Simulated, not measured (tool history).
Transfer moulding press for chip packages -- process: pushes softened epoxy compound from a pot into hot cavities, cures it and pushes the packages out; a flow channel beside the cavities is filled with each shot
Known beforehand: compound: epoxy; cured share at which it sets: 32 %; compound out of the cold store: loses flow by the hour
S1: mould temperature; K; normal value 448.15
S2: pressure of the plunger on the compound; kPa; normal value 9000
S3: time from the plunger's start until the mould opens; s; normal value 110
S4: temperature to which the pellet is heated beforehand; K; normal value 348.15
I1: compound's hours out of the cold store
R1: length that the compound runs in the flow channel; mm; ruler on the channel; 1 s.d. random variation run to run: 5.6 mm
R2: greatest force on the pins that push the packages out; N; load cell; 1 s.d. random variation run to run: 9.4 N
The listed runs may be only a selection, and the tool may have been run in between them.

{"run": 1, "day": 0.0, "S1": 448.15, "S2": 9000, "S3": 110, "S4": 348.15, "I1": 36.2, "R1": 528, "R2": 560}
{"day": 1.654, "done": "cavities cleaned with cleaning compound and waxed"}
{"run": 2, "day": 2.021, "S1": 448.15, "S2": 9110, "S3": 110, "S4": 348.15, "I1": 45, "R1": 526, "R2": 509}
{"day": 4.329, "done": "cavities cleaned with cleaning compound and waxed"}
{"run": 3, "day": 4.546, "S1": 448.15, "S2": 9110, "S3": 110, "S4": 348.15, "I1": 34.7, "R1": 538, "R2": 490}
{"day": 5.492, "done": "plunger's sealing rings changed"}
{"run": 4, "day": 6.771, "S1": 448.15, "S2": 9000, "S3": 110, "S4": 353.15, "I1": 19, "R1": 603, "R2": 700}
{"day": 7.117, "done": "cavities cleaned with cleaning compound and waxed"}
{"day": 9.683, "done": "cavities cleaned with cleaning compound and waxed"}
{"run": 5, "day": 10.0, "S1": 448.15, "S2": 9000, "S3": 110, "S4": 353.15, "I1": 40.3, "R1": 580, "R2": 491}
{"day": 12.183, "done": "cavities cleaned with cleaning compound and waxed"}
{"run": 6, "day": 13.042, "S1": 448.15, "S2": 9000, "S3": 110, "S4": 353.15, "I1": 43.1, "R1": 556, "R2": 534}
{"day": 14.638, "done": "cavities cleaned with cleaning compound and waxed"}
{"run": 7, "day": 16.529, "S1": 448.15, "S2": 9000, "S3": 101, "S4": 348.15, "I1": 42.4, "R1": 561, "R2": 787}
{"day": 17.1, "done": "cavities cleaned with cleaning compound and waxed"}
{"run": 8, "day": 19.058, "S1": 448.15, "S2": 9000, "S3": 110, "S4": 348.15, "I1": 31.8, "R1": 557, "R2": 709}
{"day": 19.808, "done": "cavities cleaned with cleaning compound and waxed"}
{"run": 9, "day": 22.096, "S1": 448.15, "S2": 9000, "S3": 110, "S4": 348.15, "I1": 9.1, "R1": 597, "R2": 736}
{"day": 22.329, "done": "cavities cleaned with cleaning compound and waxed"}
{"run": 10, "day": 24.3, "S1": 448.15, "S2": 9000, "S3": 110, "S4": 348.15, "I1": 37.2, "R1": 548, "R2": 692}
{"day": 24.892, "done": "cavities cleaned with cleaning compound and waxed"}
{"run": 11, "day": 26.829, "S1": 448.15, "S2": 9000, "S3": 110, "S4": 348.15, "I1": 24.3, "R1": 568, "R2": 733}
{"day": 27.358, "done": "cavities cleaned with cleaning compound and waxed"}
{"day": 29.875, "done": "cavities cleaned with cleaning compound and waxed"}
{"run": 12, "day": 30.15, "S1": 448.15, "S2": 9000, "S3": 110, "S4": 345.15, "I1": 47.1, "R1": 517, "R2": 497}
{"run": 13, "day": 32.171, "S1": 448.15, "S2": 9000, "S3": 110, "S4": 345.15, "I1": 43, "R1": 524, "R2": 711}
{"day": 32.4, "done": "cavities cleaned with cleaning compound and waxed"}
{"run": 14, "day": 33.654, "S1": 448.15, "S2": 8210, "S3": 110, "S4": 351.15, "I1": 44.5, "R1": 506, "R2": 635}
{"day": 34.95, "done": "cavities cleaned with cleaning compound and waxed"}
{"day": 35.3, "done": "mould's thermocouples calibrated"}
{"run": 15, "day": 36.804, "S1": 449.15, "S2": 9000, "S3": 110, "S4": 357.15, "I1": 20.5, "R1": 558, "R2": 656}
{"day": 37.658, "done": "cavities cleaned with cleaning compound and waxed"}
{"day": 38.858, "done": "plunger's sealing rings changed"}
{"run": 16, "day": 39.221, "S1": 449.15, "S2": 10950, "S3": 122, "S4": 357.15, "I1": 19.5, "R1": 677, "R2": 549}
{"day": 40.454, "done": "cavities cleaned with cleaning compound and waxed"}
{"run": 17, "day": 41.692, "S1": 449.15, "S2": 10950, "S3": 122, "S4": 357.15, "I1": 39.5, "R1": 630, "R2": 515}
{"day": 43.083, "done": "cavities cleaned with cleaning compound and waxed"}
{"run": 18, "day": 43.217, "S1": 448.15, "S2": 9000, "S3": 92, "S4": 348.15, "I1": 41.9, "R1": 560, "R2": 586}
{"run": 19, "day": 44.65, "S1": 448.15, "S2": 9000, "S3": 92, "S4": 348.15, "I1": 23.4, "R1": 592, "R2": 873}
{"day": 45.667, "done": "cavities cleaned with cleaning compound and waxed"}
{"day": 48.275, "done": "cavities cleaned with cleaning compound and waxed"}
{"run": 20, "day": 48.275, "S1": 445.15, "S2": 7710, "S3": 143, "S4": 348.15, "I1": 21.4, "R1": 553, "R2": 388}
{"day": 50.821, "done": "cavities cleaned with cleaning compound and waxed"}
{"run": 21, "day": 51.508, "S1": 448.15, "S2": 9000, "S3": 103, "S4": 348.15, "I1": 41.3, "R1": 546, "R2": 537}
{"day": 53.362, "done": "cavities cleaned with cleaning compound and waxed"}
{"run": 22, "day": 54.229, "S1": 448.15, "S2": 9000, "S3": 103, "S4": 348.15, "I1": 41.1, "R1": 549, "R2": 610}
{"day": 55.979, "done": "cavities cleaned with cleaning compound and waxed"}
{"run": 23, "day": 57.233, "S1": 442.15, "S2": 10130, "S3": 98, "S4": 348.15, "I1": 28.8, "R1": 622, "R2": 1150}
{"day": 58.617, "done": "cavities cleaned with cleaning compound and waxed"}
{"run": 24, "day": 58.904, "S1": 448.15, "S2": 10730, "S3": 110, "S4": 348.15, "I1": 20.9, "R1": 619, "R2": 489}
{"day": 61.204, "done": "cavities cleaned with cleaning compound and waxed"}
{"run": 25, "day": 61.85, "S1": 448.15, "S2": 10730, "S3": 110, "S4": 348.15, "I1": 40.5, "R1": 587, "R2": 546}

Here are 5 independent what-if runs from the current tool condition. What would each one return?
{"run": "A", "day": 63.271, "S1": 448.15, "S2": 10730, "S3": 126, "S4": 348.15, "I1": 23.9, "R1": "?", "R2": "?"}
{"run": "B", "day": 63.271, "S1": 448.15, "S2": 7320, "S3": 110, "S4": 356.15, "I1": 14.5, "R1": "?", "R2": "?"}
{"run": "C", "day": 63.271, "S1": 449.15, "S2": 10730, "S3": 133, "S4": 341.15, "I1": 25.3, "R1": "?", "R2": "?"}
{"run": "D", "day": 63.271, "S1": 453.15, "S2": 10730, "S3": 103, "S4": 352.15, "I1": 46, "R1": "?", "R2": "?"}
{"run": "E", "day": 63.271, "S1": 448.15, "S2": 9620, "S3": 110, "S4": 340.15, "I1": 36, "R1": "?", "R2": "?"}

run=A R1=600 R2=597
run=B R1=518 R2=676
run=C R1=612 R2=584
run=D R1=561 R2=582
run=E R1=554 R2=671
With no hidden state in the tool, these same runs would have given:
run=A R1=647 R2=377
run=B R1=558 R2=421
run=C R1=659 R2=373
run=D R1=605 R2=364
run=E R1=598 R2=421
